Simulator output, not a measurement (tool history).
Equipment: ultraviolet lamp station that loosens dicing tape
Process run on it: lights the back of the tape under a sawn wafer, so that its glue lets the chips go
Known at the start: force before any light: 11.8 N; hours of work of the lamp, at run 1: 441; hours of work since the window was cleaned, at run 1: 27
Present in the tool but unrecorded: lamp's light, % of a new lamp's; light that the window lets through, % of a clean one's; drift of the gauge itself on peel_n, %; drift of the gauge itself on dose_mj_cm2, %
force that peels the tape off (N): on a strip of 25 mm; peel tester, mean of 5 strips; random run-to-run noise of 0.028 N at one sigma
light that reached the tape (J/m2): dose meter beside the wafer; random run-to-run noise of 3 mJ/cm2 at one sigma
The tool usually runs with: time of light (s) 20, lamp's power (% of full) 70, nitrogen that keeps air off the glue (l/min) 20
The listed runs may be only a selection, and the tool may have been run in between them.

run,hour,time of light (s),lamp's power (% of full),nitrogen that keeps air off the glue (l/min),hours of work of the lamp,hours of work since the window was cleaned,force that peels the tape off (N),light that reached the tape (J/m2)
1,0.0,20,70,20,441,27,1.683,4010
2,30.3,20,70,34,462,48,1.198,4010
3,58.1,20,70,34,481,67,1.203,3970
4,82.9,20,70,34,498,84,1.227,3940
5,113.3,20,70,34,519,105,1.252,3830
6,142.2,16,70,34,539,125,1.954,3080
7,164.5,20,70,37,554,140,1.273,3820
8,181.9,20,70,37,566,152,1.287,3790
9,206.8,20,70,37,583,169,1.276,3780
10,226.1,20,70,37,596,183,1.314,3710
11,257.0,16,70,20,618,204,2.762,2950
12,275.7,16,70,20,631,217,2.758,2960
13,301.3,16,70,9,648,234,4.211,2910
14,325.3,20,60,34,665,251,1.915,3080
15,358.2,10,73,15,687,274,5.398,1860
16,389.8,38,79,22,709,295,0.400,7550
17,414.0,20,88,10,726,312,2.298,4420
18,431.0,19,67,27,737,324,2.081,3150
# hour 433.5: window cleaned of glue's vapour
19,447.5,33,91,20,748,10,0.515,7030
20,474.8,11,69,20,767,28,5.104,1800
21,499.6,16,85,32,784,45,1.984,3130
# hour 522.8: window cleaned of glue's vapour, once more
22,529.9,20,64,20,805,5,2.385,3350
23,556.7,20,64,20,823,23,2.301,3290
24,589.8,36,89,24,846,46,0.314,8190
25,604.4,20,63,35,856,56,1.830,3180
26,637.8,16,63,35,879,79,2.734,2470

Branching from run 26: 4 alternative next runs. What would each branch give?
A,657.4,36,99,20,892,93,?,?
B,657.4,20,92,20,892,93,?,?
C,657.4,34,80,7,892,93,?,?
D,657.4,20,69,12,892,93,?,?

run,force that peels the tape off (N),light that reached the tape (J/m2)
A,0.310,8950
B,1.332,4550
C,1.459,6780
D,2.907,3440
Without the tool's unlogged condition, the same runs would have read:
run,force that peels the tape off (N),light that reached the tape (J/m2)
A,0.213,11630
B,0.754,5920
C,0.836,8820
D,1.964,4480
